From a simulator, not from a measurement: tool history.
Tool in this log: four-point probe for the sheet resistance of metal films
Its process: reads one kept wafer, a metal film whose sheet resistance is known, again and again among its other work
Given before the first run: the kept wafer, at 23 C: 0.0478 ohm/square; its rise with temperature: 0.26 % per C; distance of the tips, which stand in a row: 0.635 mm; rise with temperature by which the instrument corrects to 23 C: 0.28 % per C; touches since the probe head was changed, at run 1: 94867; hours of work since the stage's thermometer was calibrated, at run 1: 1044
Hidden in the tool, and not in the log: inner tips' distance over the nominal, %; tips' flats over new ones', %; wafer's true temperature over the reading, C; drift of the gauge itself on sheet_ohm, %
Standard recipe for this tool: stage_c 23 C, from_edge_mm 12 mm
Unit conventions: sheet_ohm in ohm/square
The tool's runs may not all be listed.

run     day  stage_c  from_edge_mm  touches since the probe head was changed  hours of work since the stage's thermometer was calibrated  sheet_ohm
  1   0.000       23            12                                     94867                                                        1044   0.047947
  2   1.533       23            12                                     96464                                                        1067   0.047949
  3   2.588       23            12                                     97561                                                        1082   0.047952
  4   3.533       23            12                                     98548                                                        1097   0.047962
  5   5.392       23             7                                    100483                                                        1124   0.048082
  6   6.971       23             7                                    102128                                                        1148   0.048091
  7   8.538       23             7                                    103760                                                        1172   0.048083
  8  10.475       23             7                                    105781                                                        1201   0.048097
  9  11.596       23             7                                    106948                                                        1217   0.048081
 10  12.979       23             7                                    108389                                                        1238   0.048076
 11  15.171       23             7                                    110671                                                        1271   0.048064
 12  16.308       23             7                                    111857                                                        1288   0.048071
 13  18.504       23             7                                    114144                                                        1321   0.048057
 14  19.708       23             7                                    115401                                                        1339   0.048067
 15  21.133       23             7                                    116886                                                        1360   0.048044
 16  22.171       23             7                                    117964                                                        1376   0.048059
 17  23.962       23             7                                    119833                                                        1403   0.048056
 18  25.521       23            12                                    121456                                                        1426   0.047905
 19  27.192       27            34                                    123195                                                        1451   0.047818
 20  29.025       29             3                                    125105                                                        1478   0.048910
 21  29.983       29             3                                    126105                                                        1493   0.048901
     30.108  -- stage's thermometer calibrated
 22  31.438       29             3                                    127595                                                          20   0.048900
 23  33.267       24             5                                    129502                                                          47   0.048252
 24  34.283       23            31                                    130562                                                          63   0.047869
 25  35.758       24            22                                    132097                                                          85   0.047854
 26  37.008       24            22                                    133399                                                         103   0.047851
 27  38.521       24             8                                    134977                                                         126   0.047981
 28  39.829       35            47                                    136341                                                         146   0.047716
     40.150  -- stage's thermometer calibrated, once more
 29  41.425       23            11                                    137981                                                          19   0.047896
 30  42.608       30            69                                    139213                                                          37   0.047703
 31  44.333       23             5                                    141011                                                          63   0.048212
 32  46.050       33            59                                    142800                                                          88   0.047682
 33  47.788       32             5                                    144611                                                         114   0.048116
 34  48.821       22            15                                    145684                                                         130   0.047851
 35  50.192       19             6                                    147113                                                         150   0.048128
 36  52.446       32             4                                    149462                                                         184   0.048326

What differs in the tool's unlogged condition from the final listed run ahead of each entry between runs to the first listed run following it?
After run 21, before run 22: stage's thermometer calibrated (day 30.108)
  inner tips' distance over the nominal, %: 0.015 -> 0.011; tips' flats over new ones', %: 106 -> 107; wafer's true temperature over the reading, C: 0.25 -> 0.37
  measured less the result without the state, sheet_ohm: +0.000039 -> +0.000052 ohm/square
After run 28, before run 29: stage's thermometer calibrated, once more (day 40.150)
  inner tips' distance over the nominal, %: -0.014 -> -0.019; tips' flats over new ones', %: 115 -> 116; wafer's true temperature over the reading, C: 0.39 -> 0.08
  measured less the result without the state, sheet_ohm: +0.000040 -> -0.000001 ohm/square
